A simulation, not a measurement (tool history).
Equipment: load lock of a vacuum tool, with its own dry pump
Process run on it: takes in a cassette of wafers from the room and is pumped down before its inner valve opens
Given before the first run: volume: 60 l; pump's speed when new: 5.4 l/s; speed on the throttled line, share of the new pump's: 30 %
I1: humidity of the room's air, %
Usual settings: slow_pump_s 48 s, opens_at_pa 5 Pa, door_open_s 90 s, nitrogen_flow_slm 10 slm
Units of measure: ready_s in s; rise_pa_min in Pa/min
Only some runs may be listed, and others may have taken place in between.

Run 1, hour 0: usual settings; I1 42. Result: ready_s 143.8 s, rise_pa_min 0.027 Pa/min.
Run 2, hour 87.1: usual settings; I1 43.1. Result: ready_s 143.7 s, rise_pa_min 0.026 Pa/min.
Run 3, hour 161.9: usual settings; I1 45.1. Result: ready_s 145.2 s, rise_pa_min 0.029 Pa/min.
Run 4, hour 239.8: usual settings; I1 47. Result: ready_s 144.9 s, rise_pa_min 0.034 Pa/min.
Run 5, hour 292.9: usual settings; I1 44.6. Result: ready_s 144.7 s, rise_pa_min 0.029 Pa/min.
Run 6, hour 396: usual settings; I1 46.1. Result: ready_s 144.2 s, rise_pa_min 0.032 Pa/min.
Run 7, hour 466.4: usual settings but opens_at_pa 4 Pa; I1 43.4. Result: ready_s 145.2 s, rise_pa_min 0.03 Pa/min.
Run 8, hour 519.6: usual settings but opens_at_pa 4 Pa; I1 45.7. Result: ready_s 146.6 s, rise_pa_min 0.032 Pa/min.
Run 9, hour 621.4: usual settings but opens_at_pa 4 Pa; I1 43.5. Result: ready_s 148.2 s, rise_pa_min 0.031 Pa/min.
Run 10, hour 697.1: usual settings but slow_pump_s 79 s, door_open_s 42 s, nitrogen_flow_slm 11 slm; I1 46. Result: ready_s 166.8 s, rise_pa_min 0.023 Pa/min.
Run 11, hour 781.2: usual settings but slow_pump_s 79 s, door_open_s 42 s, nitrogen_flow_slm 11 slm; I1 42.4. Result: ready_s 166.8 s, rise_pa_min 0.017 Pa/min.
Run 12, hour 877.9: usual settings but slow_pump_s 79 s, door_open_s 42 s, nitrogen_flow_slm 11 slm; I1 42.3. Result: ready_s 167.2 s, rise_pa_min 0.017 Pa/min.
Run 13, hour 975.7: usual settings but slow_pump_s 27 s, opens_at_pa 9 Pa, door_open_s 42 s, nitrogen_flow_slm 11 slm; I1 45.9. Result: ready_s 123.2 s, rise_pa_min 0.021 Pa/min.
Run 14, hour 1082.9: usual settings but slow_pump_s 78 s, opens_at_pa 9 Pa, door_open_s 69 s, nitrogen_flow_slm 11 slm; I1 42.3. Result: ready_s 158.4 s, rise_pa_min 0.024 Pa/min.
Run 15, hour 1200.3: usual settings but slow_pump_s 78 s, opens_at_pa 9 Pa, door_open_s 69 s, nitrogen_flow_slm 11 slm; I1 45.2. Result: ready_s 158.3 s, rise_pa_min 0.024 Pa/min.
Run 16, hour 1283: usual settings but slow_pump_s 78 s, opens_at_pa 6 Pa, door_open_s 173 s, nitrogen_flow_slm 11 slm; I1 43.3. Result: ready_s 164.2 s, rise_pa_min 0.039 Pa/min.
Run 17, hour 1355.4: usual settings but slow_pump_s 78 s, opens_at_pa 6 Pa, door_open_s 183 s, nitrogen_flow_slm 11 slm; I1 42.2. Result: ready_s 164.2 s, rise_pa_min 0.034 Pa/min.
Run 18, hour 1459.3: usual settings but slow_pump_s 78 s, opens_at_pa 6 Pa, door_open_s 183 s, nitrogen_flow_slm 11 slm; I1 43.1. Result: ready_s 163.4 s, rise_pa_min 0.036 Pa/min.

Predict each of these 3 candidate next runs independently; none follows another, all start after run 18:
Run A, hour 1582: usual settings but slow_pump_s 37 s, opens_at_pa 9 Pa, door_open_s 183 s, nitrogen_flow_slm 11 slm; I1 45.1. Result: ready_s ?, rise_pa_min ?.
Run B, hour 1582: usual settings; I1 45.6. Result: ready_s ?, rise_pa_min ?.
Run C, hour 1582: usual settings but slow_pump_s 40 s, nitrogen_flow_slm 6 slm; I1 49.5. Result: ready_s ?, rise_pa_min ?.

run  ready_s  rise_pa_min
  A    129.9        0.032
  B    144.8        0.028
  C    140.1        0.033
What these runs would have given with no unlogged condition in the tool:
run  ready_s  rise_pa_min
  A    129.9        0.032
  B    144.8        0.028
  C    140.1        0.033
